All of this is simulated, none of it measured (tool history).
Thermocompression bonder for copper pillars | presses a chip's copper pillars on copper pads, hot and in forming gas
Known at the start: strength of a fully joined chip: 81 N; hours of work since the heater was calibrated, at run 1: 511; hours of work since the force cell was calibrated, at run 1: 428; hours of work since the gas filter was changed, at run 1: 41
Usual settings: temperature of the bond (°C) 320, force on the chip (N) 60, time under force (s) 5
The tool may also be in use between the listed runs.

run	hour	temperature of the bond (°C)	force on the chip (N)	time under force (s)	hours of work since the heater was calibrated	hours of work since the force cell was calibrated	hours of work since the gas filter was changed	force that shears a chip off (N)
1	0	320	60	5	511	428	41	45.5
2	39.8	320	60	5	533	450	63	45.1
3	77.7	320	60	5	554	471	84	44.7
4	109.7	320	60	5	571	489	102	44.5
5	146	320	60	5	591	509	122	44.7
6	186.4	320	50	5	614	531	144	38.2
7	216.3	320	60	5	630	548	161	44.7
8	245	320	60	5	646	564	176	45.6
9	275.8	343	60	3	663	581	193	48.2
10	314.6	345	68	3	685	602	215	53.1
11	335	345	68	3	696	614	226	54
12	357.8	345	68	3	709	626	239	52.5
13	376.7	320	46	10	719	637	249	43
14	414.4	320	46	10	740	658	270	43.8

Forecast each of these 5 alternatives for the next run:
A	443.8	334	60	8	756	674	286	?
B	443.8	330	46	10	756	674	286	?
C	443.8	316	63	10	756	674	286	?
D	443.8	320	40	5	756	674	286	?
E	443.8	320	54	9	756	674	286	?

run	force that shears a chip off (N)
A	56.3
B	48.6
C	53.2
D	29.3
E	48.1
Without the tool's hidden state the same runs would have given:
run	force that shears a chip off (N)
A	58
B	49.7
C	54.4
D	29.6
E	49.1
